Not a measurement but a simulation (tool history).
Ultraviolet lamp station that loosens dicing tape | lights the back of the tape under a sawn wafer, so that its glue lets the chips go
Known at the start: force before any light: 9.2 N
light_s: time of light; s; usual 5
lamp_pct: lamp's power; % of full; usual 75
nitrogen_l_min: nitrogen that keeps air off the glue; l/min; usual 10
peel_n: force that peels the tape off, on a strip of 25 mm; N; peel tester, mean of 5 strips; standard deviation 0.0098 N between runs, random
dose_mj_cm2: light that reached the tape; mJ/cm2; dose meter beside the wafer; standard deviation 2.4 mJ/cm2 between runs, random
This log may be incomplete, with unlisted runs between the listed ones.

run 1 hour=0.0 | light_s=5 lamp_pct=75 nitrogen_l_min=10 | peel_n=0.488 dose_mj_cm2=261
run 2 hour=12.6 | light_s=5 lamp_pct=75 nitrogen_l_min=10 | peel_n=0.513 dose_mj_cm2=256
run 3 hour=20.6 | light_s=5 lamp_pct=75 nitrogen_l_min=10 | peel_n=0.497 dose_mj_cm2=259
run 4 hour=27.2 | light_s=5 lamp_pct=75 nitrogen_l_min=10 | peel_n=0.499 dose_mj_cm2=256
run 5 hour=36.9 | light_s=4 lamp_pct=75 nitrogen_l_min=10 | peel_n=0.804 dose_mj_cm2=207
run 6 hour=44.9 | light_s=4 lamp_pct=75 nitrogen_l_min=10 | peel_n=0.797 dose_mj_cm2=204
run 7 hour=54.4 | light_s=4 lamp_pct=75 nitrogen_l_min=10 | peel_n=0.804 dose_mj_cm2=208
run 8 hour=62.2 | light_s=4 lamp_pct=75 nitrogen_l_min=10 | peel_n=0.820 dose_mj_cm2=201
run 9 hour=72.8 | light_s=4 lamp_pct=75 nitrogen_l_min=10 | peel_n=0.809 dose_mj_cm2=203
run 10 hour=86.3 | light_s=5 lamp_pct=75 nitrogen_l_min=10 | peel_n=0.490 dose_mj_cm2=255
run 11 hour=100.2 | light_s=5 lamp_pct=71 nitrogen_l_min=10 | peel_n=0.580 dose_mj_cm2=241
run 12 hour=112.7 | light_s=4 lamp_pct=75 nitrogen_l_min=10 | peel_n=0.840 dose_mj_cm2=203
run 13 hour=120.9 | light_s=5 lamp_pct=75 nitrogen_l_min=10 | peel_n=0.517 dose_mj_cm2=250
run 14 hour=133.4 | light_s=5 lamp_pct=75 nitrogen_l_min=10 | peel_n=0.525 dose_mj_cm2=250
run 15 hour=146.1 | light_s=5 lamp_pct=75 nitrogen_l_min=10 | peel_n=0.518 dose_mj_cm2=251
run 16 hour=160.4 | light_s=7 lamp_pct=75 nitrogen_l_min=4 | peel_n=0.553 dose_mj_cm2=351
-- hour=161.6 window cleaned of glue's vapour
run 17 hour=174.6 | light_s=7 lamp_pct=75 nitrogen_l_min=4 | peel_n=0.534 dose_mj_cm2=350
run 18 hour=181.3 | light_s=3 lamp_pct=86 nitrogen_l_min=12 | peel_n=1.023 dose_mj_cm2=172
run 19 hour=194.1 | light_s=5 lamp_pct=72 nitrogen_l_min=10 | peel_n=0.601 dose_mj_cm2=239
run 20 hour=206.7 | light_s=5 lamp_pct=72 nitrogen_l_min=10 | peel_n=0.592 dose_mj_cm2=237
-- hour=215.8 window cleaned of glue's vapour, once more
run 21 hour=217.4 | light_s=5 lamp_pct=72 nitrogen_l_min=10 | peel_n=0.581 dose_mj_cm2=240

Estimate the outcome of run 22 from the log above:
run 22 hour=228.3 | light_s=5 lamp_pct=72 nitrogen_l_min=10 | peel_n=? dose_mj_cm2=?

peel_n: 0.597 N
dose_mj_cm2: 240 mJ/cm2
Take away the tool's hidden state, keep the run-to-run variation as it was, and the same run would have given peel_n 0.472 N, dose_mj_cm2 268 mJ/cm2.
